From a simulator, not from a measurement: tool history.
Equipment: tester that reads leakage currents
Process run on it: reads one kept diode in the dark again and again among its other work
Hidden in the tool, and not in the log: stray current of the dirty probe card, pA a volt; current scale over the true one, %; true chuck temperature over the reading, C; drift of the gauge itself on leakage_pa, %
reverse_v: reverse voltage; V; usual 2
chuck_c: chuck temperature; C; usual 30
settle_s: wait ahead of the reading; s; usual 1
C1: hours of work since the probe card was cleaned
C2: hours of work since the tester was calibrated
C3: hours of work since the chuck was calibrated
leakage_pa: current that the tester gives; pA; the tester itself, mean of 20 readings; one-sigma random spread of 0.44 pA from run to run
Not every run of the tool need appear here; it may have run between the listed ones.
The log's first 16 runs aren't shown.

{"run": 17, "hour": 547.9, "reverse_v": 1.17, "chuck_c": 29, "settle_s": 1, "C1": 1056, "C2": 898, "C3": 499, "leakage_pa": 109.41}
{"hour": 555.4, "done": "probe card cleaned and baked"}
{"run": 18, "hour": 576.0, "reverse_v": 3.25, "chuck_c": 29, "settle_s": 3.9, "C1": 10, "C2": 909, "C3": 511, "leakage_pa": 161.88}
{"run": 19, "hour": 601.8, "reverse_v": 2, "chuck_c": 30, "settle_s": 2.83, "C1": 21, "C2": 921, "C3": 523, "leakage_pa": 143.98}
{"run": 20, "hour": 623.1, "reverse_v": 14.85, "chuck_c": 30, "settle_s": 2.83, "C1": 31, "C2": 931, "C3": 533, "leakage_pa": 320.03}
{"run": 21, "hour": 664.6, "reverse_v": 14.85, "chuck_c": 30, "settle_s": 2.83, "C1": 50, "C2": 950, "C3": 552, "leakage_pa": 320.67}
{"run": 22, "hour": 685.5, "reverse_v": 14.85, "chuck_c": 30, "settle_s": 2.83, "C1": 60, "C2": 960, "C3": 562, "leakage_pa": 321.96}
{"hour": 707.8, "done": "probe card cleaned and baked, once more"}
{"run": 23, "hour": 715.5, "reverse_v": 14.85, "chuck_c": 30, "settle_s": 2.83, "C1": 4, "C2": 972, "C3": 574, "leakage_pa": 280.61}
{"run": 24, "hour": 760.6, "reverse_v": 2, "chuck_c": 54, "settle_s": 1.34, "C1": 24, "C2": 993, "C3": 595, "leakage_pa": 702.65}
{"run": 25, "hour": 791.4, "reverse_v": 1.71, "chuck_c": 54, "settle_s": 3.6, "C1": 39, "C2": 1008, "C3": 609, "leakage_pa": 661.99}
{"run": 26, "hour": 835.2, "reverse_v": 1.71, "chuck_c": 54, "settle_s": 3.6, "C1": 59, "C2": 1028, "C3": 629, "leakage_pa": 662.82}
{"run": 27, "hour": 869.8, "reverse_v": 1.71, "chuck_c": 54, "settle_s": 3.6, "C1": 75, "C2": 1044, "C3": 645, "leakage_pa": 659.97}
{"run": 28, "hour": 906.5, "reverse_v": 2, "chuck_c": 29, "settle_s": 1.29, "C1": 92, "C2": 1061, "C3": 662, "leakage_pa": 128.91}
{"run": 29, "hour": 940.3, "reverse_v": 1.78, "chuck_c": 30, "settle_s": 0.89, "C1": 107, "C2": 1076, "C3": 678, "leakage_pa": 132.53}
{"run": 30, "hour": 975.4, "reverse_v": 1.48, "chuck_c": 38, "settle_s": 0.89, "C1": 124, "C2": 1093, "C3": 694, "leakage_pa": 218.43}
{"run": 31, "hour": 999.3, "reverse_v": 3.63, "chuck_c": 38, "settle_s": 1.94, "C1": 135, "C2": 1104, "C3": 705, "leakage_pa": 301.54}
{"run": 32, "hour": 1022.4, "reverse_v": 3.6, "chuck_c": 22, "settle_s": 0.32, "C1": 145, "C2": 1114, "C3": 716, "leakage_pa": 94.82}

Here are 4 independent what-if runs from the current tool condition. What would each one return?
{"run": "A", "hour": 1068.3, "reverse_v": 7.04, "chuck_c": 30, "settle_s": 1.77, "C1": 167, "C2": 1136, "C3": 737, "leakage_pa": "?"}
{"run": "B", "hour": 1068.3, "reverse_v": 2, "chuck_c": 43, "settle_s": 1.33, "C1": 167, "C2": 1136, "C3": 737, "leakage_pa": "?"}
{"run": "C", "hour": 1068.3, "reverse_v": 2.85, "chuck_c": 21, "settle_s": 2.94, "C1": 167, "C2": 1136, "C3": 737, "leakage_pa": "?"}
{"run": "D", "hour": 1068.3, "reverse_v": 6.4, "chuck_c": 60, "settle_s": 2.44, "C1": 167, "C2": 1136, "C3": 737, "leakage_pa": "?"}

run=A leakage_pa=217.34
run=B leakage_pa=340.91
run=C leakage_pa=80.13
run=D leakage_pa=1527.22
Without the tool's hidden state the same runs would have given:
run=A leakage_pa=227.53
run=B leakage_pa=358.22
run=C leakage_pa=84.07
run=D leakage_pa=1598.31
